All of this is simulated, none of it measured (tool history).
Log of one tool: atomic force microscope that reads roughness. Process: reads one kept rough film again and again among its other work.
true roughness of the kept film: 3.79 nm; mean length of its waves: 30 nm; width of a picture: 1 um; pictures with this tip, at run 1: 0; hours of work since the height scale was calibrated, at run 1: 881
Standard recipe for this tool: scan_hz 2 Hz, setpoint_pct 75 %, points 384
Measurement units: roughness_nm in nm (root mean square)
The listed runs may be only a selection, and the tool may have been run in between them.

| run | hour | scan_hz | setpoint_pct | points | pictures with this tip | hours of work since the height scale was calibrated | roughness_nm |
|---|---|---|---|---|---|---|---|
| 1 | 0 | 2 | 75 | 384 | 0 | 881 | 2.707 |
| 2 | 21.1 | 2 | 75 | 384 | 33 | 898 | 2.591 |
| 3 | 70 | 2 | 75 | 384 | 110 | 936 | 2.383 |
|  | 100.5 | new tip fitted |
| 4 | 101.4 | 2 | 75 | 384 | 2 | 961 | 2.699 |
| 5 | 148.4 | 2 | 75 | 384 | 75 | 998 | 2.464 |
| 6 | 177.9 | 3.61 | 75 | 384 | 122 | 1021 | 2.106 |
|  | 203 | new tip fitted |
| 7 | 217.8 | 3.61 | 75 | 384 | 23 | 1052 | 2.361 |
| 8 | 260.7 | 3.61 | 75 | 384 | 91 | 1086 | 2.187 |
| 9 | 295.7 | 3.61 | 75 | 384 | 146 | 1114 | 2.051 |
|  | 302.9 | new tip fitted |
| 10 | 334.8 | 3.61 | 75 | 384 | 50 | 1145 | 2.283 |
| 11 | 378.4 | 3.61 | 75 | 384 | 119 | 1179 | 2.09 |
|  | 403 | new tip fitted |
| 12 | 410 | 3.61 | 75 | 384 | 11 | 1204 | 2.371 |
| 13 | 445.6 | 2 | 75 | 384 | 67 | 1232 | 2.482 |
| 14 | 485.7 | 2 | 75 | 384 | 130 | 1264 | 2.326 |
|  | 503 | new tip fitted |
| 15 | 511.3 | 2 | 75 | 384 | 14 | 1284 | 2.631 |
| 16 | 563.1 | 2 | 75 | 384 | 95 | 1325 | 2.374 |
|  | 602.4 | new tip fitted |
| 17 | 611.7 | 2 | 75 | 384 | 14 | 1363 | 2.617 |
| 18 | 648.9 | 2 | 75 | 797 | 73 | 1392 | 2.451 |
| 19 | 686.4 | 0.61 | 75 | 797 | 131 | 1422 | 2.547 |
|  | 702.5 | new tip fitted |
| 20 | 722.6 | 2.04 | 58 | 356 | 32 | 1450 | 2.83 |
| 21 | 747.2 | 1.22 | 75 | 384 | 70 | 1469 | 2.639 |
| 22 | 772 | 3.73 | 75 | 384 | 109 | 1489 | 2.087 |
| 23 | 797.4 | 3.73 | 75 | 384 | 149 | 1509 | 2.006 |
|  | 801.9 | new tip fitted |
| 24 | 823.6 | 3.25 | 59 | 384 | 34 | 1529 | 2.73 |
| 25 | 848.4 | 1.34 | 66 | 571 | 73 | 1549 | 2.669 |
| 26 | 892.8 | 2.88 | 59 | 384 | 143 | 1584 | 2.407 |
|  | 903.3 | new tip fitted |
| 27 | 944 | 2.88 | 59 | 645 | 64 | 1624 | 2.673 |
| 28 | 976.8 | 2 | 71 | 457 | 116 | 1650 | 2.423 |
|  | 1004.8 | new tip fitted |
| 29 | 1028.4 | 2 | 71 | 457 | 37 | 1691 | 2.653 |
| 30 | 1062.5 | 2.09 | 71 | 792 | 90 | 1718 | 2.476 |
|  | 1105.3 | new tip fitted |
| 31 | 1108.6 | 2.81 | 61 | 556 | 5 | 1754 | 2.815 |
| 32 | 1157.3 | 1.1 | 61 | 384 | 81 | 1792 | 2.675 |

4 ways to go on from here, each from the tool as it stands after run 32. What would each give?
| A | 1189.6 | 2 | 76 | 327 | 132 | 1818 | ? |
| B | 1189.6 | 2 | 75 | 652 | 132 | 1818 | ? |
| C | 1189.6 | 2 | 89 | 593 | 132 | 1818 | ? |
| D | 1189.6 | 2 | 89 | 384 | 132 | 1818 | ? |

| run | roughness_nm |
|---|---|
| A | 2.247 |
| B | 2.277 |
| C | 1.999 |
| D | 1.983 |
Had the tool no hidden state, the same runs would have come out as:
| run | roughness_nm |
|---|---|
| A | 2.73 |
| B | 2.765 |
| C | 2.427 |
| D | 2.409 |
